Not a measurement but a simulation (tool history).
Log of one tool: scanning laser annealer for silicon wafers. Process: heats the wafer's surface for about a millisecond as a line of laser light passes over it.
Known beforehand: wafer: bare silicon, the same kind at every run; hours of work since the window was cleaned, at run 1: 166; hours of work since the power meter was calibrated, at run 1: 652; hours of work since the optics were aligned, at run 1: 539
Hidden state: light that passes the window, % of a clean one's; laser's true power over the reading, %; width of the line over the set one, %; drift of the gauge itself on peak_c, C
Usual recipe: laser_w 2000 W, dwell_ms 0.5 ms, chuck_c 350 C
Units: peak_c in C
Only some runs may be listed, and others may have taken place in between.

run,hour,laser_w,dwell_ms,chuck_c,hours of work since the window was cleaned,hours of work since the power meter was calibrated,hours of work since the optics were aligned,peak_c
1,0,2000,0.5,350,166,652,539,1092
2,87.2,2000,0.5,353,218,704,591,1094
3,135,2000,0.5,353,246,732,619,1092
4,220.2,1916,0.5,350,297,783,670,1046
5,309.8,1916,0.5,350,351,837,724,1046
6,397.7,1916,0.5,350,403,889,776,1041
7,454.4,2000,0.417,350,437,923,810,1013
8,503.5,2000,0.417,350,466,952,839,1015
9,549.6,2000,0.5,350,494,980,867,1079
10,614.6,2000,0.5,350,533,1019,906,1080
11,656.7,2048,0.5,350,558,1044,931,1101
# hour 667.3: window over the wafer cleaned
12,720.6,2000,0.5,350,32,1081,968,1066
13,804,2000,0.5,350,82,1131,1017,1063
14,854.8,2000,0.5,371,112,1161,1048,1082
15,911.7,2053,0.5,350,146,1195,1082,1086
16,957.1,2053,0.5,366,173,1222,1109,1098
17,1040.4,2000,0.511,350,223,1272,1159,1063
# hour 1088.9: window over the wafer cleaned, once more
18,1098.9,2000,0.5,375,6,1305,1192,1120
19,1185.4,2000,0.5,321,58,1357,1244,1063
20,1247,1896,0.518,320,94,1394,1281,1019
21,1324,1807,0.424,312,140,1440,1327,900
22,1418.7,1807,0.424,312,197,1496,1383,897
# hour 1466.7: optics aligned, line set to its width
23,1517.2,1807,0.424,312,253,1552,30,906
24,1613.5,1797,0.372,330,310,1610,88,879
25,1710.1,2178,0.514,330,368,1667,145,1176
26,1760.7,2178,0.514,330,398,1698,176,1168
27,1863.6,2046,0.564,312,460,1759,237,1123
28,1919,1744,0.564,378,493,1792,270,1032
29,2001.8,1744,0.564,378,542,1842,319,1030
30,2072.7,2000,0.514,350,584,1884,362,1089
31,2124.6,2000,0.61,374,615,1915,393,1186
32,2168.5,2000,0.4,354,642,1941,419,1003
33,2217,2000,0.476,317,671,1970,448,1027
34,2261.7,2185,0.548,373,697,1997,475,1232
35,2309,2000,0.415,350,726,2025,503,1004
36,2365.1,2192,0.525,340,759,2059,536,1185

Predict each of these 3 candidate next runs independently; none follows another, all start after run 36:
A,2422.8,2192,0.525,316,794,2093,571,?
B,2422.8,2113,0.441,343,794,2093,571,?
C,2422.8,2192,0.516,340,794,2093,571,?

run,peak_c
A,1154
B,1072
C,1170
Take away the tool's hidden state, keep each run's random variation, and the runs would have read:
run,peak_c
A,1193
B,1105
C,1208
